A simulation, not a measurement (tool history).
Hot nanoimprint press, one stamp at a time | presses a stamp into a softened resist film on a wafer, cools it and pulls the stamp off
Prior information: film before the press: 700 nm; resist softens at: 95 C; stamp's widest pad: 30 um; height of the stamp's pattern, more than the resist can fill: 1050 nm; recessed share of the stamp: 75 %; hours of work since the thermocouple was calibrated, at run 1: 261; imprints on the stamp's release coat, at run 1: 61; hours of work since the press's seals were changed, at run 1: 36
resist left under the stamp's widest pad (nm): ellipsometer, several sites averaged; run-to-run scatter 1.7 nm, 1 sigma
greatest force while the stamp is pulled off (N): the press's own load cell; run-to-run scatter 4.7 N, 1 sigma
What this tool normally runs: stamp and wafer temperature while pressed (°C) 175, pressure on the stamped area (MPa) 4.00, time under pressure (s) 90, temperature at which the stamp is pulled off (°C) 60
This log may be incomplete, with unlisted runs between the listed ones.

run	hour	stamp and wafer temperature while pressed (°C)	pressure on the stamped area (MPa)	time under pressure (s)	temperature at which the stamp is pulled off (°C)	hours of work since the thermocouple was calibrated	imprints on the stamp's release coat	hours of work since the press's seals were changed	resist left under the stamp's widest pad (nm)	greatest force while the stamp is pulled off (N)
1	0.0	175	4.00	90	60	261	61	36	290.1	235
2	9.9	175	4.00	90	60	267	99	42	293.4	233
3	20.6	175	4.00	90	60	273	139	48	289.2	241
4	29.8	175	4.00	90	60	279	174	54	293.2	237
5	39.3	175	4.00	90	60	284	210	59	293.0	243
6	50.2	175	4.00	90	53	291	251	66	292.2	255
7	56.2	175	4.00	90	53	294	274	69	292.2	255
8	63.3	175	4.00	90	53	298	301	73	293.7	276
9	69.2	175	4.00	90	53	302	323	77	292.7	260
10	73.6	175	4.00	90	53	305	340	79	293.7	264
11	82.6	175	4.00	90	53	310	373	85	294.4	269
# hour 86.1: plate thermocouple calibrated
12	94.6	175	4.00	90	53	5	407	90	311.7	271
13	99.0	175	4.00	81	60	8	424	92	319.8	260
14	104.7	175	4.00	90	60	11	446	96	310.5	262
15	111.0	175	4.00	90	60	15	469	99	307.9	260
16	118.4	175	4.00	90	60	19	497	104	310.1	264
17	127.2	175	4.00	90	60	24	531	109	309.7	261
18	131.6	178	2.70	116	60	27	547	112	290.7	278
19	140.9	164	2.70	168	67	32	582	117	485.5	258
# hour 149.6: plate thermocouple calibrated, once more
20	153.8	164	2.70	168	67	2	620	123	431.2	244
21	163.6	164	2.70	168	67	8	657	129	432.2	262
22	168.7	164	5.88	159	67	11	676	132	323.0	258
23	174.6	180	2.80	116	52	15	698	135	230.9	295
24	182.9	166	4.00	90	46	20	730	140	421.3	318
25	190.0	166	4.00	90	46	24	756	144	419.5	322
26	195.1	175	5.23	90	67	27	776	147	241.4	272
27	202.9	175	5.23	90	67	31	805	152	242.2	274
28	212.7	186	2.44	84	46	37	842	157	215.0	324
29	222.4	175	4.00	46	62	43	879	163	354.9	280
30	229.9	175	4.00	46	62	47	907	167	354.9	275

Describe how what the log doesn't record of the tool's condition differs between the last listed run preceding each entry between runs and the first listed run following it.
After run 11, before run 12: plate thermocouple calibrated (hour 86.1)
  true temperature over the reading, C: -1.64 -> -2.56; pressure that arrives at the usual setting, %: 99.39 -> 99.34; grip of the stamp's worn release coat, % over a new coat's: 10.8 -> 11.8
  measured value less the no-hidden-state value, resist left under the stamp's widest pad (nm): +23.7 -> +37.5; greatest force while the stamp is pulled off (N): +30 -> +34
After run 19, before run 20: plate thermocouple calibrated, once more (hour 149.6)
  true temperature over the reading, C: -2.69 -> -0.01; pressure that arrives at the usual setting, %: 99.11 -> 99.06; grip of the stamp's worn release coat, % over a new coat's: 17.1 -> 18.2
  measured value less the no-hidden-state value, resist left under the stamp's widest pad (nm): +51.0 -> +1.2; greatest force while the stamp is pulled off (N): +43 -> +38
